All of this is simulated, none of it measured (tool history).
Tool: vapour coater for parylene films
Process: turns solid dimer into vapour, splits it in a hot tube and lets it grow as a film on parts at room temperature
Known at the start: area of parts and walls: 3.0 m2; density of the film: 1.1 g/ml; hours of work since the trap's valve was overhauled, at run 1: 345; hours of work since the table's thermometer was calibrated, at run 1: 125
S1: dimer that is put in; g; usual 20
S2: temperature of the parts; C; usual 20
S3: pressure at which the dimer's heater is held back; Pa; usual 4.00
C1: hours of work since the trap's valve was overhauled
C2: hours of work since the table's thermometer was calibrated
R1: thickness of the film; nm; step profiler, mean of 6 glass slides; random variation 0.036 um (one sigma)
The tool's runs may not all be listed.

run	hour	S1	S2	S3	C1	C2	R1
1	0.0	20	20	4.00	345	125	3440
2	18.8	20	20	4.00	362	142	3460
3	53.6	20	20	4.00	392	172	3410
4	84.9	20	20	6.07	419	200	3280
# hour 91.1: trap's valve overhauled
5	123.5	20	20	6.07	28	230	3600
6	145.6	20	20	6.07	48	249	3510
7	164.2	20	20	6.07	64	265	3610
8	200.6	20	20	4.00	96	297	3610
9	223.9	20	20	4.00	116	317	3630
10	264.2	20	16	4.00	151	353	3950
11	283.4	20	20	4.00	168	369	3640
# hour 287.5: table's thermometer calibrated
12	303.1	20	20	2.54	184	14	3770
13	344.0	20	20	2.54	220	49	3760
# hour 368.8: table's thermometer calibrated, once more
14	370.1	20	20	2.54	242	1	3660
15	389.4	12	20	2.54	259	18	2190
16	430.6	12	13	3.92	295	54	2400
17	462.0	16	12	10.40	322	81	3020
18	480.5	20	20	4.41	338	98	3410
19	517.1	20	20	4.41	370	130	3370
20	544.1	10	20	5.31	394	153	1680
21	568.9	10	20	5.31	415	175	1650

Run 22 comes next. What will it give?
# hour 580.0: trap's valve overhauled
22	596.5	30	18	4.00	14	195	?

Run 22 gave R1 5740 nm.
Without the tool's hidden state the same run would have given R1 5750 nm.
